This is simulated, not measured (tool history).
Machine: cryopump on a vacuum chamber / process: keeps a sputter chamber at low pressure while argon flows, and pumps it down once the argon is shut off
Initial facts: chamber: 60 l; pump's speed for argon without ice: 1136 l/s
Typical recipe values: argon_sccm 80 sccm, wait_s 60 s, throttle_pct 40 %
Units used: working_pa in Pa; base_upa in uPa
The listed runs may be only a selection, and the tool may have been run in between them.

run	hour	argon_sccm	wait_s	throttle_pct	working_pa	base_upa
1	0.0	80	60	40	0.3070	2.54
2	37.7	80	246	40	0.3100	1.24
3	60.2	80	130	40	0.3111	1.61
4	95.8	80	60	40	0.3116	2.71
5	135.1	80	60	40	0.3140	2.69
6	163.3	80	20	40	0.3166	6.20
7	198.7	80	20	40	0.3159	6.29
8	240.2	80	60	40	0.3192	2.91
9	269.7	80	60	40	0.3223	2.95
10	304.4	80	109	40	0.3236	2.27
11	336.5	80	109	40	0.3241	2.39
12	361.7	80	23	40	0.3253	5.94
13	383.6	80	23	37	0.3516	5.93
14	405.6	80	23	37	0.3552	6.08
15	436.9	80	23	37	0.3531	6.07
16	467.5	80	23	37	0.3563	6.30
17	500.5	80	23	37	0.3572	6.06
18	521.6	80	23	37	0.3629	6.46
19	548.2	80	23	37	0.3611	6.37
20	590.4	138	60	34	0.6800	3.66
21	628.0	138	60	34	0.6780	3.74
22	649.7	51	93	18	0.4494	3.26
23	675.5	51	93	18	0.4531	3.34
24	709.9	51	93	18	0.4548	3.40
25	731.3	121	130	18	1.0871	2.98
26	763.5	37	120	30	0.2080	3.36
27	796.6	85	103	27	0.5323	3.52
28	824.1	45	33	33	0.2363	5.88
# hour 836.8: pump warmed up, emptied and cooled again
29	867.1	45	33	33	0.2051	5.03
30	902.7	45	33	33	0.2065	5.03
31	931.8	45	33	33	0.2066	5.08
32	959.5	38	60	19	0.3012	3.70

Predict the results of run 33:
33	996.7	38	60	19	?	?

working_pa: 0.3010 Pa
base_upa: 3.72 uPa
Had the tool carried no hidden state, the very same run would have given working_pa 0.2965 Pa, base_upa 1.94 uPa.
